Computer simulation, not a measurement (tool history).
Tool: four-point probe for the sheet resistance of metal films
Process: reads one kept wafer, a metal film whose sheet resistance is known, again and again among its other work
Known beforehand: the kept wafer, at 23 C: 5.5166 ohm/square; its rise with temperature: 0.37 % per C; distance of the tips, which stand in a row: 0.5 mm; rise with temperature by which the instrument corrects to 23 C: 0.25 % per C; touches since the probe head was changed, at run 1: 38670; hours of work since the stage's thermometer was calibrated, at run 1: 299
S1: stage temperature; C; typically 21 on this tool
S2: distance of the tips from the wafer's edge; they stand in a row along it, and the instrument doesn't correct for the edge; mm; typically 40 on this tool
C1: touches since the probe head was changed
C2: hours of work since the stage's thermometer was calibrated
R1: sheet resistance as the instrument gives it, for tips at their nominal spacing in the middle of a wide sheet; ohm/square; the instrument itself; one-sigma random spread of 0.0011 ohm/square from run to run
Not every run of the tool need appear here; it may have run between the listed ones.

run    hour  S1  S2     C1    C2        R1
  1       0  21  40  38670   299  5.528421
  2    19.3  18  40  39269   313  5.508595
  3    42.4  21  40  39989   331   5.52952
  4    73.7  20  40  40962   355  5.521167
  5   106.2  20  40  41972   380  5.521909
  6     122  20  40  42462   393  5.524041
  7   152.2  35  40  43404   416  5.616568
  8   176.2  35  40  44149   434  5.617872
  9   194.8  19  40  44727   449  5.517552
 10   211.7  33  40  45253   462  5.607474
 11   237.1  33  40  46044   481  5.606733
 12   253.7  21  40  46558   494  5.531798
 13   275.2  21  40  47228   511  5.531625
 14     290  21  15  47689   522  5.533359
 15   304.5  21  15  48140   533  5.536594
 16   334.5  21  15  49073   557  5.534517
 17   351.5  21  15  49600   570  5.536189
 18   376.3  21  13  50370   589   5.53633
 19   390.2  23  40  50802   600  5.547383
 20   418.7  21  42  51689   622  5.534834
 21   436.8  21  42  52252   635  5.534796
 22   460.5  21   5  52990   654  5.563223
 23   491.1  21  40  53941   677  5.535779
 24   517.7  23  61  54767   698  5.548036
 25   537.4  23  61  55380   713  5.547727
 26   562.2  23  61  56153   732  5.548359
 27   593.7  23  61  57131   757   5.54649
 28   619.8  27  40  57943   777  5.575409
 29   650.7  19  61  58904   801  5.524298
 30   683.1  19  61  59910   825  5.522958
 31   697.2  30  10  60351   836  5.602303
 32   713.5  30  10  60857   849  5.600925
 33   745.7  30  40  61858   874  5.596723
 34   765.4  33  41  62471   889   5.61414
 35   787.7  33  41  63165   906  5.612894
 36   808.9  25  56  63822   923     5.563
 37   835.5  18   6  64649   943  5.537114
 38   863.1  18   6  65510   964  5.538323
 39   882.1  18   6  66098   979  5.538214
 40   911.6  21  20  67018  1002  5.541076
 41   942.5  31  20  67978  1026  5.605128
 42   962.8  32  43  68610  1041  5.609615
 43     979  21  15  69113  1054  5.542199
 44   997.4  29  15  69684  1068  5.592592
 45  1026.9  29  15  70602  1091  5.594948

4 ways to go on from here, each from the tool as it stands after run 45. What would each give?
  A  1051.2  26  26  71359  1109   ?
  B  1051.2  27   4  71359  1109   ?
  C  1051.2  28   8  71359  1109   ?
  D  1051.2  19   6  71359  1109   ?

run        R1
  A  5.574799
  B  5.628136
  C   5.59513
  D  5.548013
The same runs, with their run-to-run variation unchanged, on a tool lacking any hidden condition would have given:
run        R1
  A   5.53767
  B  5.590697
  C  5.557923
  D  5.510881

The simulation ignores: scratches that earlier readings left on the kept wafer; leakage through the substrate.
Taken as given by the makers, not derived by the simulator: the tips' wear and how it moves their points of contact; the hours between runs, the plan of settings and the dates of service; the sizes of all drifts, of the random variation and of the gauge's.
